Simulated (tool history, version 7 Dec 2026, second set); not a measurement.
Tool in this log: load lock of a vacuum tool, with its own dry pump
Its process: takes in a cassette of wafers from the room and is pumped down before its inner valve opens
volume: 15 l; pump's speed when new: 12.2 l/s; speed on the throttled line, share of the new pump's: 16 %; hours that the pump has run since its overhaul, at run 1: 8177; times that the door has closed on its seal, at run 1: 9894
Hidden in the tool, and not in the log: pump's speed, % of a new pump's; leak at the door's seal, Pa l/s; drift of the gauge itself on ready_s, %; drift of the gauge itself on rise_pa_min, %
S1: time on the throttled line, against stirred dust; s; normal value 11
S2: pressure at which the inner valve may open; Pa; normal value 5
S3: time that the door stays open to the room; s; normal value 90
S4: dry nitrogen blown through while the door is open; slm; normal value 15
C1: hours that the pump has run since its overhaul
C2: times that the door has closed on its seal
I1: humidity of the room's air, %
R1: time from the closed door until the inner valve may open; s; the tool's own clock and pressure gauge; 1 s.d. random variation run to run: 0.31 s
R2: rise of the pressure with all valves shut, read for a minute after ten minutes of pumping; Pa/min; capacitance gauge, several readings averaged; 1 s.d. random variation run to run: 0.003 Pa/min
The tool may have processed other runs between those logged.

{"run": 1, "hour": 0.0, "S1": 11, "S2": 5, "S3": 90, "S4": 15, "C1": 8177, "C2": 9894, "I1": 45.4, "R1": 23.2, "R2": 0.076}
{"run": 2, "hour": 132.0, "S1": 11, "S2": 5, "S3": 90, "S4": 15, "C1": 8309, "C2": 10392, "I1": 42.7, "R1": 23.1, "R2": 0.066}
{"run": 3, "hour": 201.1, "S1": 11, "S2": 5, "S3": 90, "S4": 15, "C1": 8379, "C2": 10652, "I1": 44.2, "R1": 22.9, "R2": 0.075}
{"run": 4, "hour": 259.0, "S1": 11, "S2": 5, "S3": 76, "S4": 15, "C1": 8436, "C2": 10870, "I1": 41.8, "R1": 23.2, "R2": 0.071}
{"run": 5, "hour": 388.3, "S1": 11, "S2": 5, "S3": 90, "S4": 15, "C1": 8566, "C2": 11358, "I1": 45.0, "R1": 23.0, "R2": 0.078}
{"run": 6, "hour": 466.8, "S1": 11, "S2": 7, "S3": 90, "S4": 15, "C1": 8644, "C2": 11654, "I1": 43.2, "R1": 22.9, "R2": 0.075}
{"run": 7, "hour": 539.0, "S1": 11, "S2": 7, "S3": 90, "S4": 15, "C1": 8716, "C2": 11926, "I1": 46.1, "R1": 23.2, "R2": 0.081}
{"run": 8, "hour": 607.7, "S1": 11, "S2": 5, "S3": 90, "S4": 15, "C1": 8785, "C2": 12185, "I1": 46.6, "R1": 23.1, "R2": 0.085}
{"run": 9, "hour": 675.8, "S1": 11, "S2": 5, "S3": 90, "S4": 15, "C1": 8853, "C2": 12441, "I1": 42.9, "R1": 23.1, "R2": 0.082}
{"run": 10, "hour": 784.9, "S1": 11, "S2": 5, "S3": 90, "S4": 15, "C1": 8962, "C2": 12853, "I1": 44.6, "R1": 24.1, "R2": 0.083}
{"run": 11, "hour": 876.0, "S1": 11, "S2": 5, "S3": 90, "S4": 15, "C1": 9053, "C2": 13196, "I1": 44.6, "R1": 23.0, "R2": 0.082}
{"run": 12, "hour": 987.2, "S1": 11, "S2": 5, "S3": 90, "S4": 15, "C1": 9165, "C2": 13615, "I1": 51.0, "R1": 23.1, "R2": 0.09}
{"run": 13, "hour": 1096.9, "S1": 11, "S2": 5, "S3": 90, "S4": 15, "C1": 9274, "C2": 14029, "I1": 44.5, "R1": 23.3, "R2": 0.093}
{"run": 14, "hour": 1191.5, "S1": 11, "S2": 5, "S3": 90, "S4": 15, "C1": 9369, "C2": 14385, "I1": 47.6, "R1": 23.1, "R2": 0.096}
{"run": 15, "hour": 1281.7, "S1": 11, "S2": 5, "S3": 90, "S4": 15, "C1": 9459, "C2": 14725, "I1": 41.5, "R1": 23.3, "R2": 0.09}
{"run": 16, "hour": 1404.8, "S1": 11, "S2": 5, "S3": 90, "S4": 4, "C1": 9582, "C2": 15189, "I1": 44.5, "R1": 23.0, "R2": 0.122}
{"run": 17, "hour": 1541.8, "S1": 9, "S2": 5, "S3": 90, "S4": 4, "C1": 9719, "C2": 15705, "I1": 45.4, "R1": 22.3, "R2": 0.131}
{"run": 18, "hour": 1654.7, "S1": 11, "S2": 5, "S3": 48, "S4": 15, "C1": 9832, "C2": 16131, "I1": 42.1, "R1": 23.9, "R2": 0.087}
{"run": 19, "hour": 1756.8, "S1": 11, "S2": 5, "S3": 48, "S4": 6, "C1": 9934, "C2": 16516, "I1": 43.7, "R1": 24.2, "R2": 0.1}
{"run": 20, "hour": 1876.2, "S1": 11, "S2": 5, "S3": 48, "S4": 6, "C1": 10054, "C2": 16966, "I1": 44.1, "R1": 24.2, "R2": 0.104}
{"run": 21, "hour": 1965.6, "S1": 14, "S2": 5, "S3": 48, "S4": 7, "C1": 10143, "C2": 17303, "I1": 45.4, "R1": 26.2, "R2": 0.11}
{"run": 22, "hour": 2058.5, "S1": 21, "S2": 9, "S3": 90, "S4": 5, "C1": 10236, "C2": 17653, "I1": 46.7, "R1": 30.7, "R2": 0.14}
{"run": 23, "hour": 2141.4, "S1": 11, "S2": 9, "S3": 90, "S4": 7, "C1": 10319, "C2": 17965, "I1": 42.0, "R1": 22.3, "R2": 0.123}
{"run": 24, "hour": 2200.2, "S1": 15, "S2": 5, "S3": 65, "S4": 7, "C1": 10378, "C2": 18187, "I1": 47.1, "R1": 27.0, "R2": 0.125}

Run 25 has not been measured yet. What should we expect?
{"run": 25, "hour": 2273.8, "S1": 10, "S2": 8, "S3": 34, "S4": 31, "C1": 10451, "C2": 18465, "I1": 45.1, "R1": "?", "R2": "?"}

R1: 22.5 s
R2: 0.088 Pa/min
The same run, on a tool lacking any hidden state, would have yielded R1 20.3 s, R2 0.018 Pa/min.
